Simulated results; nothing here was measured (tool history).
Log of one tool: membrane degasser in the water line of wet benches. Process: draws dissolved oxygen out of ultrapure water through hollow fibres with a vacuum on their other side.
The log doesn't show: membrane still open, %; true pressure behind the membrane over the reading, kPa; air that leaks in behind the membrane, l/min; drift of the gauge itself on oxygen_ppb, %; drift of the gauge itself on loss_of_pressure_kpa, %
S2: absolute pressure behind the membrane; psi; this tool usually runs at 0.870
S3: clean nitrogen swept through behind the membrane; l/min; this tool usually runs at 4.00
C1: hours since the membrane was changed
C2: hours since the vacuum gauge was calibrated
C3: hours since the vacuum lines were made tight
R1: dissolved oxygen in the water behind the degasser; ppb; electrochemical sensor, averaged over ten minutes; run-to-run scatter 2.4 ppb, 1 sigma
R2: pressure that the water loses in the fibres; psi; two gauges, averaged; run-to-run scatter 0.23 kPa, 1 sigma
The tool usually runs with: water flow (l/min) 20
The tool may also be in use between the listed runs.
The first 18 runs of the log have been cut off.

{"run": 19, "day": 47.704, "water flow (l/min)": 14, "S2": 0.87, "S3": 4.0, "C1": 3698, "C2": 5858, "C3": 11593, "R1": 158.6, "R2": 5.778}
{"run": 20, "day": 50.212, "water flow (l/min)": 14, "S2": 0.87, "S3": 4.0, "C1": 3758, "C2": 5918, "C3": 11654, "R1": 162.1, "R2": 5.826}
{"run": 21, "day": 52.088, "water flow (l/min)": 25, "S2": 1.038, "S3": 4.26, "C1": 3803, "C2": 5963, "C3": 11699, "R1": 348.1, "R2": 10.335}
{"run": 22, "day": 54.075, "water flow (l/min)": 20, "S2": 0.854, "S3": 10.38, "C1": 3851, "C2": 6010, "C3": 11746, "R1": 236.0, "R2": 8.273}
{"run": 23, "day": 56.204, "water flow (l/min)": 31, "S2": 0.87, "S3": 9.26, "C1": 3902, "C2": 6062, "C3": 11797, "R1": 401.9, "R2": 12.836}
{"run": 24, "day": 58.542, "water flow (l/min)": 16, "S2": 0.87, "S3": 9.26, "C1": 3958, "C2": 6118, "C3": 11853, "R1": 175.0, "R2": 6.601}
{"run": 25, "day": 60.5, "water flow (l/min)": 20, "S2": 0.87, "S3": 5.0, "C1": 4005, "C2": 6165, "C3": 11900, "R1": 248.9, "R2": 8.328}
{"run": 26, "day": 61.975, "water flow (l/min)": 20, "S2": 0.87, "S3": 5.0, "C1": 4041, "C2": 6200, "C3": 11936, "R1": 252.4, "R2": 8.283}
{"run": 27, "day": 64.538, "water flow (l/min)": 20, "S2": 0.87, "S3": 7.51, "C1": 4102, "C2": 6262, "C3": 11997, "R1": 243.3, "R2": 8.343}
{"run": 28, "day": 66.442, "water flow (l/min)": 20, "S2": 0.87, "S3": 7.51, "C1": 4148, "C2": 6307, "C3": 12043, "R1": 245.4, "R2": 8.289}
{"run": 29, "day": 68.054, "water flow (l/min)": 20, "S2": 0.87, "S3": 7.51, "C1": 4187, "C2": 6346, "C3": 12082, "R1": 242.8, "R2": 8.283}
{"run": 30, "day": 70.312, "water flow (l/min)": 20, "S2": 0.87, "S3": 11.9, "C1": 4241, "C2": 6400, "C3": 12136, "R1": 238.1, "R2": 8.306}
{"run": 31, "day": 72.321, "water flow (l/min)": 14, "S2": 0.606, "S3": 8.58, "C1": 4289, "C2": 6448, "C3": 12184, "R1": 140.8, "R2": 5.748}
{"run": 32, "day": 74.3, "water flow (l/min)": 14, "S2": 0.606, "S3": 8.58, "C1": 4336, "C2": 6496, "C3": 12232, "R1": 138.1, "R2": 5.851}

Here are 3 independent what-if runs from the current tool condition. What would each one return?
{"run": "A", "day": 77.158, "water flow (l/min)": 20, "S2": 1.075, "S3": 4.0, "C1": 4405, "C2": 6565, "C3": 12300, "R1": "?", "R2": "?"}
{"run": "B", "day": 77.158, "water flow (l/min)": 20, "S2": 1.315, "S3": 4.0, "C1": 4405, "C2": 6565, "C3": 12300, "R1": "?", "R2": "?"}
{"run": "C", "day": 77.158, "water flow (l/min)": 21, "S2": 0.983, "S3": 8.58, "C1": 4405, "C2": 6565, "C3": 12300, "R1": "?", "R2": "?"}

run=A R1=277.2 R2=8.337
run=B R1=293.8 R2=8.274
run=C R1=259.9 R2=8.797
Without the tool's unlogged condition, the same runs would have read:
run=A R1=255.2 R2=8.153
run=B R1=271.5 R2=8.090
run=C R1=239.5 R2=8.602

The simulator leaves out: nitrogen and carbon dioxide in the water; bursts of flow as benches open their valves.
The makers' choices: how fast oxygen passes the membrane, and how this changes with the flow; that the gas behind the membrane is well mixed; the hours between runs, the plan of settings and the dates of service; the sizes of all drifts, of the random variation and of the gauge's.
